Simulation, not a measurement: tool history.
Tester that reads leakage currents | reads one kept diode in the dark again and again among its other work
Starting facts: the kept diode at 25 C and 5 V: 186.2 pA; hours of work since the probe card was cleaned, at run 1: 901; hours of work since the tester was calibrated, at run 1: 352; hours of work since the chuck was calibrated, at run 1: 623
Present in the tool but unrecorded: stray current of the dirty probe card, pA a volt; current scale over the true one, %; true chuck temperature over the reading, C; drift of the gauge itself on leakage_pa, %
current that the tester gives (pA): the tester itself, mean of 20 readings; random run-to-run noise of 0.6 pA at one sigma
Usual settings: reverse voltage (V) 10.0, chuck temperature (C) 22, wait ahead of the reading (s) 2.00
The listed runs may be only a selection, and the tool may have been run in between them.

| run | hour | reverse voltage (V) | chuck temperature (C) | wait ahead of the reading (s) | hours of work since the probe card was cleaned | hours of work since the tester was calibrated | hours of work since the chuck was calibrated | current that the tester gives (pA) |
|---|---|---|---|---|---|---|---|---|
| 1 | 0.0 | 10.0 | 22 | 2.00 | 901 | 352 | 623 | 198.50 |
| 2 | 32.1 | 10.0 | 22 | 2.00 | 918 | 369 | 639 | 198.97 |
| 3 | 56.5 | 10.0 | 22 | 2.00 | 930 | 382 | 652 | 199.86 |
| 4 | 71.1 | 8.9 | 22 | 2.00 | 938 | 389 | 660 | 188.19 |
| 5 | 86.1 | 8.9 | 22 | 2.00 | 946 | 397 | 668 | 187.08 |
| 6 | 114.8 | 8.9 | 22 | 2.00 | 961 | 412 | 683 | 187.95 |
| 7 | 144.5 | 10.0 | 22 | 2.47 | 976 | 428 | 698 | 199.90 |
| 8 | 161.6 | 3.9 | 22 | 2.47 | 985 | 436 | 707 | 124.41 |
| 9 | 176.6 | 3.9 | 22 | 2.47 | 993 | 444 | 715 | 124.66 |
| 10 | 202.1 | 3.9 | 22 | 2.47 | 1007 | 458 | 728 | 124.31 |
| 11 | 220.2 | 3.9 | 22 | 2.47 | 1016 | 467 | 738 | 125.15 |
| 12 | 251.6 | 3.5 | 22 | 2.00 | 1032 | 484 | 754 | 118.60 |
| 13 | 275.1 | 3.5 | 22 | 2.00 | 1045 | 496 | 766 | 118.04 |
| 14 | 294.5 | 3.5 | 22 | 2.00 | 1055 | 506 | 777 | 118.04 |
| 15 | 318.5 | 3.5 | 22 | 2.00 | 1067 | 519 | 789 | 118.24 |
| 16 | 347.2 | 3.5 | 22 | 2.00 | 1082 | 534 | 804 | 117.80 |
| 17 | 364.1 | 3.5 | 22 | 0.47 | 1091 | 542 | 813 | 119.02 |
| 18 | 379.1 | 3.5 | 22 | 0.47 | 1099 | 550 | 821 | 119.09 |
| 19 | 399.6 | 2.3 | 20 | 0.49 | 1110 | 561 | 831 | 80.15 |
| 20 | 412.6 | 2.9 | 22 | 0.49 | 1117 | 568 | 838 | 108.39 |
| 21 | 438.6 | 2.9 | 55 | 0.49 | 1130 | 581 | 852 | 1732.58 |
| 22 | 467.0 | 1.7 | 55 | 0.49 | 1145 | 596 | 867 | 1329.97 |
| 23 | 493.1 | 2.1 | 46 | 0.49 | 1159 | 610 | 880 | 729.79 |
| 24 | 511.8 | 1.9 | 38 | 9.03 | 1168 | 620 | 890 | 359.65 |
| 25 | 542.7 | 13.1 | 22 | 2.00 | 1185 | 636 | 906 | 228.79 |
| 26 | 562.0 | 7.7 | 20 | 2.41 | 1195 | 646 | 916 | 144.46 |
| 27 | 575.2 | 9.2 | 56 | 2.00 | 1202 | 653 | 923 | 3315.86 |
| 28 | 602.9 | 14.1 | 44 | 2.68 | 1216 | 667 | 938 | 1602.34 |
| 29 | 634.4 | 10.0 | 57 | 9.88 | 1233 | 684 | 954 | 3716.15 |
| 30 | 651.5 | 10.0 | 55 | 2.85 | 1241 | 693 | 963 | 3205.35 |
| 31 | 673.3 | 10.0 | 55 | 2.85 | 1253 | 704 | 975 | 3187.07 |
| 32 | 704.4 | 3.1 | 23 | 1.27 | 1269 | 720 | 991 | 122.33 |
| 33 | 722.3 | 2.2 | 39 | 1.27 | 1279 | 730 | 1000 | 422.53 |
| 34 | 749.7 | 9.3 | 49 | 4.95 | 1293 | 744 | 1015 | 1945.14 |

Expected results for the next run?
| 35 | 767.9 | 9.3 | 49 | 4.95 | 1302 | 753 | 1024 | ? |

Logged for run 35: current that the tester gives (pA) 1939.54.
The same run, on a tool lacking any hidden state, would have yielded current that the tester gives (pA) 1942.83.
